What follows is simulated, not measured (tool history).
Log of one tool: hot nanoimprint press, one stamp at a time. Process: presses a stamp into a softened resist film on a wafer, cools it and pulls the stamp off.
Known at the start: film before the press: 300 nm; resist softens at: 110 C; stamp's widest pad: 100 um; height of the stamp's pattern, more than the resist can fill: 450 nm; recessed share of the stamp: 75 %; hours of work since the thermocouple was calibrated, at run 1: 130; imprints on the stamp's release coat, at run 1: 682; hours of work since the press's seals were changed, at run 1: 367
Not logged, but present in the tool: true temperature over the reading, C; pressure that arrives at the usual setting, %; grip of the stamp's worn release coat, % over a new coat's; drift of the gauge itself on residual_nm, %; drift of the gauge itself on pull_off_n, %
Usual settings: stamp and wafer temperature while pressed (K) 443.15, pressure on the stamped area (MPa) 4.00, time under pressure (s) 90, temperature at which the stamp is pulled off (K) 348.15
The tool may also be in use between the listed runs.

| run | hour | stamp and wafer temperature while pressed (K) | pressure on the stamped area (MPa) | time under pressure (s) | temperature at which the stamp is pulled off (K) | hours of work since the thermocouple was calibrated | imprints on the stamp's release coat | hours of work since the press's seals were changed | resist left under the stamp's widest pad (nm) | greatest force while the stamp is pulled off (N) |
|---|---|---|---|---|---|---|---|---|---|---|
| 1 | 0.0 | 443.15 | 4.00 | 90 | 348.15 | 130 | 682 | 367 | 107.4 | 143 |
| 2 | 41.0 | 443.15 | 4.00 | 90 | 348.15 | 147 | 752 | 383 | 107.9 | 143 |
| 3 | 78.6 | 443.15 | 4.00 | 90 | 348.15 | 162 | 815 | 398 | 106.4 | 145 |
| 4 | 110.6 | 443.15 | 4.00 | 90 | 348.15 | 175 | 869 | 411 | 106.6 | 145 |
|  | 132.9 | stamp cleaned and given a new release coat |
| 5 | 188.5 | 443.15 | 4.00 | 90 | 348.15 | 203 | 94 | 440 | 104.8 | 133 |
| 6 | 233.5 | 443.15 | 4.00 | 90 | 348.15 | 221 | 170 | 458 | 107.0 | 133 |
| 7 | 290.9 | 443.15 | 4.00 | 90 | 348.15 | 244 | 268 | 481 | 105.0 | 136 |
| 8 | 358.3 | 443.15 | 4.00 | 90 | 348.15 | 271 | 382 | 508 | 104.2 | 138 |
| 9 | 409.6 | 443.15 | 4.00 | 90 | 340.15 | 292 | 468 | 528 | 106.7 | 162 |
| 10 | 475.2 | 443.15 | 4.00 | 90 | 340.15 | 318 | 579 | 555 | 104.2 | 161 |
| 11 | 536.9 | 443.15 | 4.00 | 90 | 340.15 | 343 | 684 | 579 | 102.6 | 164 |
| 12 | 598.1 | 443.15 | 4.00 | 90 | 340.15 | 367 | 788 | 604 | 104.1 | 166 |
| 13 | 654.1 | 443.15 | 4.00 | 90 | 340.15 | 390 | 882 | 626 | 104.4 | 164 |
|  | 666.2 | stamp cleaned and given a new release coat |
| 14 | 692.9 | 443.15 | 4.00 | 90 | 348.15 | 403 | 45 | 639 | 102.3 | 130 |
| 15 | 744.6 | 443.15 | 4.00 | 90 | 348.15 | 423 | 132 | 660 | 102.4 | 131 |
| 16 | 815.1 | 443.15 | 4.00 | 90 | 348.15 | 452 | 252 | 688 | 101.4 | 135 |
| 17 | 851.3 | 432.15 | 2.46 | 90 | 337.15 | 466 | 313 | 703 | 187.8 | 165 |
|  | 871.4 | plate thermocouple calibrated |
| 18 | 889.7 | 432.15 | 2.46 | 90 | 337.15 | 7 | 373 | 717 | 186.1 | 161 |
|  | 901.2 | press's hydraulic seals changed and the load cell set to zero |
| 19 | 943.2 | 443.15 | 5.63 | 148 | 348.15 | 26 | 450 | 17 | 65.7 | 133 |
| 20 | 978.5 | 443.15 | 5.63 | 148 | 348.15 | 40 | 510 | 31 | 66.6 | 134 |
| 21 | 1021.8 | 443.15 | 5.63 | 148 | 348.15 | 57 | 583 | 48 | 65.0 | 134 |
| 22 | 1051.6 | 443.15 | 5.63 | 148 | 348.15 | 69 | 633 | 60 | 64.9 | 137 |
| 23 | 1111.5 | 444.15 | 5.13 | 148 | 347.15 | 93 | 735 | 84 | 64.6 | 136 |
| 24 | 1145.4 | 444.15 | 5.13 | 148 | 347.15 | 106 | 792 | 98 | 63.8 | 139 |
| 25 | 1202.5 | 444.15 | 5.13 | 148 | 347.15 | 129 | 889 | 121 | 65.7 | 141 |
|  | 1215.0 | stamp cleaned and given a new release coat |
| 26 | 1250.4 | 444.15 | 5.13 | 148 | 347.15 | 146 | 60 | 137 | 65.6 | 129 |
| 27 | 1300.9 | 444.15 | 4.35 | 148 | 335.15 | 166 | 145 | 157 | 70.5 | 165 |
|  | 1314.4 | plate thermocouple calibrated, once more |
| 28 | 1359.9 | 445.15 | 5.32 | 168 | 344.15 | 18 | 240 | 180 | 65.8 | 151 |
| 29 | 1426.4 | 437.15 | 5.84 | 110 | 334.15 | 45 | 352 | 206 | 103.1 | 180 |

How would selected steps in resist left under the stamp's widest pad (nm) from run to run divide? Give the signed amount a tool lacking its hidden state would still show from settings, what came in and random variation, and the signed amount left for the hidden state, including any gauge scatter that is not in both of the compared results.
Run 16 -> 17: stamp and wafer temperature while pressed (K) 443.15 -> 432.15, pressure on the stamped area (MPa) 4.00 -> 2.46, temperature at which the stamp is pulled off (K) 348.15 -> 337.15. resist left under the stamp's widest pad (nm) +86.4: hidden state -4.9, all else +91.3.
Run 18 -> 19: stamp and wafer temperature while pressed (K) 432.15 -> 443.15, pressure on the stamped area (MPa) 2.46 -> 5.63, time under pressure (s) 90 -> 148, temperature at which the stamp is pulled off (K) 337.15 -> 348.15, press's hydraulic seals changed and the load cell set to zero. resist left under the stamp's widest pad (nm) -120.4: hidden state +5.8, all else -126.2.
Run 27 -> 28: stamp and wafer temperature while pressed (K) 444.15 -> 445.15, pressure on the stamped area (MPa) 4.35 -> 5.32, time under pressure (s) 148 -> 168, temperature at which the stamp is pulled off (K) 335.15 -> 344.15, plate thermocouple calibrated, once more. resist left under the stamp's widest pad (nm) -4.7: hidden state +10.1, all else -14.8.

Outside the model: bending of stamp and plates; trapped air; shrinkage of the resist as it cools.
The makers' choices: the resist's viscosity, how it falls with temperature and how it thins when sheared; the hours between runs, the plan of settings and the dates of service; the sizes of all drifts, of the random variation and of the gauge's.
